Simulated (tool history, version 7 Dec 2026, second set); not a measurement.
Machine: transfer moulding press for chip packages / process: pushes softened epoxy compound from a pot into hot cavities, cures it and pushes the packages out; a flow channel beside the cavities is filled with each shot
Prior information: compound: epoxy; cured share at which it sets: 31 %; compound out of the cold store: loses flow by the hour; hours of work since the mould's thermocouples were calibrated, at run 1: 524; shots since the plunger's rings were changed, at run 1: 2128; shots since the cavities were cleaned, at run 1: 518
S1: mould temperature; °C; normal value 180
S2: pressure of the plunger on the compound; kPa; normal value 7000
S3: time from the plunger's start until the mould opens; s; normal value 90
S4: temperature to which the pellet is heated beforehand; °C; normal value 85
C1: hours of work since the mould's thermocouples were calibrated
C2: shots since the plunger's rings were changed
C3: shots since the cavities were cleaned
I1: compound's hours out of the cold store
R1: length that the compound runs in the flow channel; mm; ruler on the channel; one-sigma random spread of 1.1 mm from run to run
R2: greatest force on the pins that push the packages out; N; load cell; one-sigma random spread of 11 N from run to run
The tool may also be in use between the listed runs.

run	day	S1	S2	S3	S4	C1	C2	C3	I1	R1	R2
1	0.000	180	7000	90	85	524	2128	518	19.5	758	908
2	1.971	180	7000	90	85	548	2613	1003	11.4	796	1008
# day 2.338: cavities cleaned with cleaning compound and waxed
# day 4.192: plunger's sealing rings changed
3	4.192	180	5340	90	85	573	0	431	11.5	716	840
4	6.229	180	5340	90	85	597	500	931	16.9	686	971
# day 6.962: cavities cleaned with cleaning compound and waxed
5	7.871	180	7000	90	78	616	889	224	15.7	792	807
6	8.746	180	7000	90	78	627	1103	438	10.8	814	910
7	9.771	180	7000	90	85	639	1355	690	28.2	729	925
8	11.192	180	7000	90	85	657	1705	1040	33.4	702	946
# day 11.396: cavities cleaned with cleaning compound and waxed
9	12.712	180	7000	90	81	674	2063	324	13.3	794	804
10	14.042	180	7000	90	81	691	2389	650	41.3	667	855
# day 14.542: mould's thermocouples calibrated
# day 15.938: cavities cleaned with cleaning compound and waxed
11	16.104	180	7000	90	81	18	2860	40	16.6	767	560
12	17.071	180	6160	90	88	30	3098	278	11.8	741	718
# day 17.288: plunger's sealing rings changed
13	18.988	180	6160	90	88	52	418	724	43.8	626	838
14	20.288	180	6160	90	88	68	738	1044	13.1	750	899
# day 20.529: cavities cleaned with cleaning compound and waxed
15	21.612	180	6160	90	88	83	1048	266	34.9	655	688
16	22.558	184	7000	90	90	94	1280	498	43.2	654	668

What if the next run were any one of these 5? Each begins from the tool's condition after run 16:
A	24.175	180	5350	90	75	114	1677	895	9.2	?	?
B	24.175	180	7000	90	78	114	1677	895	45.4	?	?
C	24.175	185	7000	90	90	114	1677	895	42.6	?	?
D	24.175	180	6380	85	90	114	1677	895	29.3	?	?
E	24.175	184	8120	108	90	114	1677	895	44.4	?	?

run	R1	R2
A	713	956
B	653	864
C	651	714
D	688	975
E	697	698
With the hidden condition removed and each run's random variation left untouched, the same runs would have given:
run	R1	R2
A	725	529
B	665	481
C	662	395
D	700	538
E	709	382
